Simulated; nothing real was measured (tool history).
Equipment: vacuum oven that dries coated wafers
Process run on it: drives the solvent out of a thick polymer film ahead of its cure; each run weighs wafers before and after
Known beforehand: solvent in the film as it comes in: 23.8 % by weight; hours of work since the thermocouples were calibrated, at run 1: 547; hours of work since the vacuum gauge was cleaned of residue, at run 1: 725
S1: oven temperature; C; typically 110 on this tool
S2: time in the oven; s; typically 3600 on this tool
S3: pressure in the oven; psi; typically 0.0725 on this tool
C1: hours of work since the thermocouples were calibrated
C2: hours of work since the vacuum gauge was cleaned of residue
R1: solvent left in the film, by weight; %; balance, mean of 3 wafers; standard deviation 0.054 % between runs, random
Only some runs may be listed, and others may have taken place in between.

run	hour	S1	S2	S3	C1	C2	R1
1	0	110	3600	0.0725	547	725	2.39
2	30.1	110	3600	0.0725	568	746	2.42
3	52.2	110	3600	0.0725	583	761	2.37
4	65.4	110	3600	0.0725	591	770	2.45
5	84.8	115	3600	0.0725	605	783	1.68
6	112.2	115	3600	0.0725	623	801	1.88
7	131.9	124	3600	0.0725	636	814	1.16
8	145.7	124	3600	0.0725	646	824	1.13
9	170	124	3600	0.0725	662	840	1.13
10	191.2	124	3600	0.0725	676	854	1.11
11	209.2	110	3600	0.1775	689	867	3.62
12	236.8	110	3600	0.0725	707	885	2.49
13	267	110	3600	0.0725	728	906	2.44
14	297.9	110	3360	0.0725	748	927	2.7
15	316.4	114	3600	0.0725	761	939	2
16	335.6	114	3600	0.0725	774	952	2.03
17	357.7	112	3600	0.0725	789	967	2.26
18	375.2	112	3600	0.0725	801	979	2.24
# hour 389.4: oven's thermocouples calibrated
19	394.7	110	3600	0.0505	4	991	2.27
20	417.9	110	3600	0.0982	19	1006	2.75
21	438.5	110	3600	0.0982	33	1020	2.88
22	455.1	110	2100	0.0725	44	1031	4.7
23	477.3	110	2100	0.0725	59	1046	4.78
24	506.2	110	2100	0.0725	79	1066	4.6
25	536.4	110	2100	0.0725	99	1086	4.74
# hour 546.6: oven's thermocouples calibrated, once more
26	558.2	114	5760	0.1626	8	1100	2.81

For run 27, what comes out?
27	577.9	118	2940	0.1626	21	1113	?

R1: 3.08 %
With no hidden state in the tool, this same run would have given R1 2.34 %.

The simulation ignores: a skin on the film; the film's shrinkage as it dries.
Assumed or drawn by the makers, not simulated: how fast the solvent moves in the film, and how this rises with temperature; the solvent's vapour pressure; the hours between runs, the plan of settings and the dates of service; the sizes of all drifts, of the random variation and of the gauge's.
